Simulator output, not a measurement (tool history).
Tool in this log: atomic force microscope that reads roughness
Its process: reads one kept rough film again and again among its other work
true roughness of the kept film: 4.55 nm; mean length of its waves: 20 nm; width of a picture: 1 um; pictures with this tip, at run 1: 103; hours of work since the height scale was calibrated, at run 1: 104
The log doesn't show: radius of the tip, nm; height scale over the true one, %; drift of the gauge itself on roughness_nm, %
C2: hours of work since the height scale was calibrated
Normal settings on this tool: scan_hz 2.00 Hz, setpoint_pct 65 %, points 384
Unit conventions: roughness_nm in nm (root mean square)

Run 1, hour 0.0: usual settings; pictures with this tip 103; C2 104. Result: roughness_nm 2.927 nm (root mean square).
Run 2, hour 6.3: usual settings but scan_hz 1.99 Hz; pictures with this tip 108; C2 107. Result: roughness_nm 2.890 nm (root mean square).
Run 3, hour 17.3: usual settings but scan_hz 1.29 Hz; pictures with this tip 117; C2 112. Result: roughness_nm 2.963 nm (root mean square).
Run 4, hour 29.9: usual settings but scan_hz 1.29 Hz; pictures with this tip 128; C2 118. Result: roughness_nm 2.960 nm (root mean square).
Run 5, hour 36.3: usual settings but scan_hz 1.29 Hz, points 315; pictures with this tip 133; C2 121. Result: roughness_nm 2.943 nm (root mean square).
Run 6, hour 47.1: usual settings but scan_hz 1.29 Hz, points 315; pictures with this tip 142; C2 126. Result: roughness_nm 2.920 nm (root mean square).
Run 7, hour 58.5: usual settings but scan_hz 1.94 Hz; pictures with this tip 151; C2 131. Result: roughness_nm 2.880 nm (root mean square).
Run 8, hour 68.2: usual settings but scan_hz 1.94 Hz; pictures with this tip 160; C2 135. Result: roughness_nm 2.880 nm (root mean square).
Run 9, hour 81.5: usual settings but scan_hz 1.94 Hz; pictures with this tip 171; C2 141. Result: roughness_nm 2.892 nm (root mean square).
Run 10, hour 96.4: usual settings but scan_hz 1.94 Hz; pictures with this tip 183; C2 148. Result: roughness_nm 2.892 nm (root mean square).
Run 11, hour 103.5: usual settings but scan_hz 1.94 Hz; pictures with this tip 189; C2 151. Result: roughness_nm 2.888 nm (root mean square).
Run 12, hour 112.9: usual settings but scan_hz 1.94 Hz; pictures with this tip 197; C2 156. Result: roughness_nm 2.898 nm (root mean square).
Run 13, hour 126.1: usual settings but scan_hz 0.76 Hz; pictures with this tip 208; C2 162. Result: roughness_nm 2.992 nm (root mean square).
At hour 129.1: new tip fitted.
Run 14, hour 136.0: usual settings but scan_hz 0.76 Hz, setpoint_pct 76 %; pictures with this tip 6; C2 166. Result: roughness_nm 2.955 nm (root mean square).
Run 15, hour 147.4: usual settings but scan_hz 0.76 Hz, setpoint_pct 76 %; pictures with this tip 15; C2 171. Result: roughness_nm 2.945 nm (root mean square).
Run 16, hour 157.8: usual settings but setpoint_pct 63 %; pictures with this tip 24; C2 176. Result: roughness_nm 2.908 nm (root mean square).
Run 17, hour 166.0: usual settings but scan_hz 3.92 Hz; pictures with this tip 31; C2 180. Result: roughness_nm 2.729 nm (root mean square).
Run 18, hour 179.7: usual settings but scan_hz 3.92 Hz; pictures with this tip 42; C2 186. Result: roughness_nm 2.749 nm (root mean square).
Run 19, hour 193.0: usual settings; pictures with this tip 53; C2 192. Result: roughness_nm 2.909 nm (root mean square).
Run 20, hour 207.9: usual settings; pictures with this tip 66; C2 199. Result: roughness_nm 2.888 nm (root mean square).
Run 21, hour 223.0: usual settings; pictures with this tip 78; C2 205. Result: roughness_nm 2.904 nm (root mean square).
Run 22, hour 233.6: usual settings but setpoint_pct 83 %; pictures with this tip 87; C2 210. Result: roughness_nm 2.639 nm (root mean square).
Run 23, hour 246.9: usual settings but setpoint_pct 83 %; pictures with this tip 98; C2 216. Result: roughness_nm 2.612 nm (root mean square).
Run 24, hour 254.5: usual settings but scan_hz 3.59 Hz, setpoint_pct 82 %; pictures with this tip 105; C2 220. Result: roughness_nm 2.384 nm (root mean square).
Run 25, hour 260.9: usual settings but setpoint_pct 58 %, points 504; pictures with this tip 110; C2 223. Result: roughness_nm 2.972 nm (root mean square).
Run 26, hour 271.5: usual settings but setpoint_pct 58 %, points 504; pictures with this tip 119; C2 228. Result: roughness_nm 2.988 nm (root mean square).
Run 27, hour 282.2: usual settings but scan_hz 3.21 Hz, points 437; pictures with this tip 128; C2 232. Result: roughness_nm 2.806 nm (root mean square).
Run 28, hour 290.4: usual settings but scan_hz 0.97 Hz, setpoint_pct 64 %; pictures with this tip 135; C2 236. Result: roughness_nm 2.995 nm (root mean square).
Run 29, hour 302.4: usual settings but scan_hz 0.57 Hz, setpoint_pct 68 %, points 842; pictures with this tip 145; C2 242. Result: roughness_nm 3.064 nm (root mean square).
Run 30, hour 309.8: usual settings but scan_hz 0.59 Hz, setpoint_pct 79 %, points 267; pictures with this tip 151; C2 245. Result: roughness_nm 2.894 nm (root mean square).
Run 31, hour 320.0: usual settings but scan_hz 0.55 Hz, setpoint_pct 72 %, points 502; pictures with this tip 159; C2 250. Result: roughness_nm 3.038 nm (root mean square).
Run 32, hour 333.2: usual settings but scan_hz 1.91 Hz, points 639; pictures with this tip 170; C2 256. Result: roughness_nm 2.926 nm (root mean square).
Run 33, hour 347.2: usual settings but scan_hz 1.87 Hz, points 582; pictures with this tip 182; C2 262. Result: roughness_nm 2.928 nm (root mean square).
Run 34, hour 357.2: usual settings but scan_hz 1.87 Hz, points 582; pictures with this tip 190; C2 267. Result: roughness_nm 2.958 nm (root mean square).
Run 35, hour 371.8: usual settings but scan_hz 3.36 Hz, points 454; pictures with this tip 202; C2 273. Result: roughness_nm 2.780 nm (root mean square).
Run 36, hour 380.1: usual settings but scan_hz 1.41 Hz, setpoint_pct 84 %, points 454; pictures with this tip 209; C2 277. Result: roughness_nm 2.753 nm (root mean square).
At hour 381.5: new tip fitted.
Run 37, hour 390.6: usual settings but scan_hz 1.41 Hz, setpoint_pct 84 %, points 454; pictures with this tip 8; C2 282. Result: roughness_nm 2.736 nm (root mean square).
Run 38, hour 403.9: usual settings but scan_hz 1.95 Hz, setpoint_pct 58 %, points 643; pictures with this tip 19; C2 288. Result: roughness_nm 3.004 nm (root mean square).
Run 39, hour 413.6: usual settings but scan_hz 1.95 Hz, setpoint_pct 81 %, points 397; pictures with this tip 27; C2 292. Result: roughness_nm 2.676 nm (root mean square).
Run 40, hour 426.4: usual settings but scan_hz 1.15 Hz, setpoint_pct 81 %, points 642; pictures with this tip 38; C2 298. Result: roughness_nm 2.877 nm (root mean square).

Expected results for the next run?
Run 41, hour 441.4: usual settings but scan_hz 1.15 Hz, setpoint_pct 81 %, points 642; pictures with this tip 50; C2 305. Result: roughness_nm ?.

{"run 41": {"roughness_nm": 2.853}}
Without the tool's hidden state the same run would have given roughness_nm 2.857 nm (root mean square).

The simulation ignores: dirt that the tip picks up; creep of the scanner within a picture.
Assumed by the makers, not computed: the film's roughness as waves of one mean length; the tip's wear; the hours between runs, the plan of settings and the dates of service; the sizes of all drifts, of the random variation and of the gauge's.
